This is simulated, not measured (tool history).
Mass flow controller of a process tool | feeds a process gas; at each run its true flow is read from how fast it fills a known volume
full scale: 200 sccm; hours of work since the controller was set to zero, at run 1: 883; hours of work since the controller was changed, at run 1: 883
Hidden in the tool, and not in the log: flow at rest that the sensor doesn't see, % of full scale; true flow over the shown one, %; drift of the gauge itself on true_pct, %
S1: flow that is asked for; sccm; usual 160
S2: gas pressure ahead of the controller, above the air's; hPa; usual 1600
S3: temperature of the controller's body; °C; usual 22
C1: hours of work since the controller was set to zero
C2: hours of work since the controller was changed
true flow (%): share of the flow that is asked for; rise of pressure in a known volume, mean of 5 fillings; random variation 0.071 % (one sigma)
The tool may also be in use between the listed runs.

{"run": 1, "hour": 0.0, "S1": 160, "S2": 1600, "S3": 22, "C1": 883, "C2": 883, "true flow (%)": 100.38}
{"run": 2, "hour": 38.7, "S1": 160, "S2": 1600, "S3": 22, "C1": 899, "C2": 899, "true flow (%)": 100.23}
{"run": 3, "hour": 102.2, "S1": 160, "S2": 1600, "S3": 25, "C1": 927, "C2": 927, "true flow (%)": 99.93}
{"run": 4, "hour": 142.6, "S1": 160, "S2": 1600, "S3": 22, "C1": 945, "C2": 945, "true flow (%)": 100.39}
{"run": 5, "hour": 216.1, "S1": 160, "S2": 1600, "S3": 22, "C1": 977, "C2": 977, "true flow (%)": 100.28}
{"run": 6, "hour": 272.7, "S1": 160, "S2": 1600, "S3": 22, "C1": 1001, "C2": 1001, "true flow (%)": 100.43}
{"run": 7, "hour": 348.5, "S1": 160, "S2": 1600, "S3": 22, "C1": 1035, "C2": 1035, "true flow (%)": 100.34}
{"run": 8, "hour": 405.3, "S1": 160, "S2": 1600, "S3": 27, "C1": 1059, "C2": 1059, "true flow (%)": 99.65}
{"run": 9, "hour": 456.4, "S1": 160, "S2": 1600, "S3": 27, "C1": 1082, "C2": 1082, "true flow (%)": 99.7}
{"run": 10, "hour": 512.1, "S1": 160, "S2": 1600, "S3": 27, "C1": 1106, "C2": 1106, "true flow (%)": 99.74}
{"run": 11, "hour": 575.6, "S1": 160, "S2": 1600, "S3": 27, "C1": 1134, "C2": 1134, "true flow (%)": 99.9}
{"run": 12, "hour": 639.8, "S1": 160, "S2": 1600, "S3": 27, "C1": 1162, "C2": 1162, "true flow (%)": 99.86}
{"run": 13, "hour": 697.8, "S1": 160, "S2": 1600, "S3": 27, "C1": 1187, "C2": 1187, "true flow (%)": 99.62}
{"run": 14, "hour": 757.7, "S1": 160, "S2": 1600, "S3": 27, "C1": 1213, "C2": 1213, "true flow (%)": 99.78}
{"run": 15, "hour": 809.0, "S1": 160, "S2": 1600, "S3": 27, "C1": 1235, "C2": 1235, "true flow (%)": 99.84}
{"run": 16, "hour": 873.0, "S1": 160, "S2": 1600, "S3": 27, "C1": 1263, "C2": 1263, "true flow (%)": 99.84}
{"run": 17, "hour": 917.4, "S1": 160, "S2": 1600, "S3": 27, "C1": 1283, "C2": 1283, "true flow (%)": 99.85}
{"run": 18, "hour": 956.0, "S1": 160, "S2": 2250, "S3": 22, "C1": 1299, "C2": 1299, "true flow (%)": 100.03}
{"run": 19, "hour": 991.2, "S1": 160, "S2": 2250, "S3": 22, "C1": 1315, "C2": 1315, "true flow (%)": 100.1}
{"run": 20, "hour": 1043.3, "S1": 49, "S2": 1640, "S3": 27, "C1": 1337, "C2": 1337, "true flow (%)": 98.36}
{"run": 21, "hour": 1118.8, "S1": 49, "S2": 1640, "S3": 27, "C1": 1370, "C2": 1370, "true flow (%)": 98.38}
{"run": 22, "hour": 1160.4, "S1": 49, "S2": 1640, "S3": 27, "C1": 1388, "C2": 1388, "true flow (%)": 98.31}
{"run": 23, "hour": 1231.0, "S1": 63, "S2": 2130, "S3": 27, "C1": 1419, "C2": 1419, "true flow (%)": 98.43}
{"run": 24, "hour": 1265.2, "S1": 63, "S2": 2130, "S3": 27, "C1": 1434, "C2": 1434, "true flow (%)": 98.48}
{"run": 25, "hour": 1304.3, "S1": 63, "S2": 2130, "S3": 27, "C1": 1451, "C2": 1451, "true flow (%)": 98.41}
{"run": 26, "hour": 1358.9, "S1": 63, "S2": 2130, "S3": 27, "C1": 1475, "C2": 1475, "true flow (%)": 98.41}
{"run": 27, "hour": 1412.7, "S1": 24, "S2": 1720, "S3": 22, "C1": 1498, "C2": 1498, "true flow (%)": 97.1}
{"run": 28, "hour": 1496.0, "S1": 75, "S2": 1600, "S3": 22, "C1": 1535, "C2": 1535, "true flow (%)": 99.59}
{"run": 29, "hour": 1566.3, "S1": 174, "S2": 1540, "S3": 22, "C1": 1565, "C2": 1565, "true flow (%)": 100.46}
{"run": 30, "hour": 1624.0, "S1": 160, "S2": 1670, "S3": 26, "C1": 1591, "C2": 1591, "true flow (%)": 99.96}
{"run": 31, "hour": 1695.2, "S1": 160, "S2": 1670, "S3": 26, "C1": 1622, "C2": 1622, "true flow (%)": 99.89}
{"run": 32, "hour": 1758.2, "S1": 66, "S2": 1600, "S3": 24, "C1": 1649, "C2": 1649, "true flow (%)": 99.16}
{"run": 33, "hour": 1813.9, "S1": 66, "S2": 1600, "S3": 24, "C1": 1673, "C2": 1673, "true flow (%)": 99.0}
{"run": 34, "hour": 1857.3, "S1": 160, "S2": 1820, "S3": 38, "C1": 1692, "C2": 1692, "true flow (%)": 98.42}
{"run": 35, "hour": 1899.2, "S1": 160, "S2": 1820, "S3": 38, "C1": 1711, "C2": 1711, "true flow (%)": 98.43}
{"run": 36, "hour": 1975.6, "S1": 28, "S2": 1960, "S3": 28, "C1": 1744, "C2": 1744, "true flow (%)": 96.38}
{"run": 37, "hour": 2031.9, "S1": 126, "S2": 1650, "S3": 32, "C1": 1768, "C2": 1768, "true flow (%)": 98.99}

Some steps in true flow (%) between neighbouring runs. How much of each would the tool show without its hidden state too (settings, what came in, random variation), and how much is left for the hidden state, with any gauge scatter that isn't in both results?
Run 27 -> 28: S1 24 -> 75, S2 1720 -> 1600. true flow (%) +2.49: hidden state +2.27, all else +0.22.
Run 35 -> 36: S1 160 -> 28, S2 1820 -> 1960, S3 38 -> 28. true flow (%) -2.05: hidden state -2.71, all else +0.66.
Run 36 -> 37: S1 28 -> 126, S2 1960 -> 1650, S3 28 -> 32. true flow (%) +2.61: hidden state +2.56, all else +0.05.
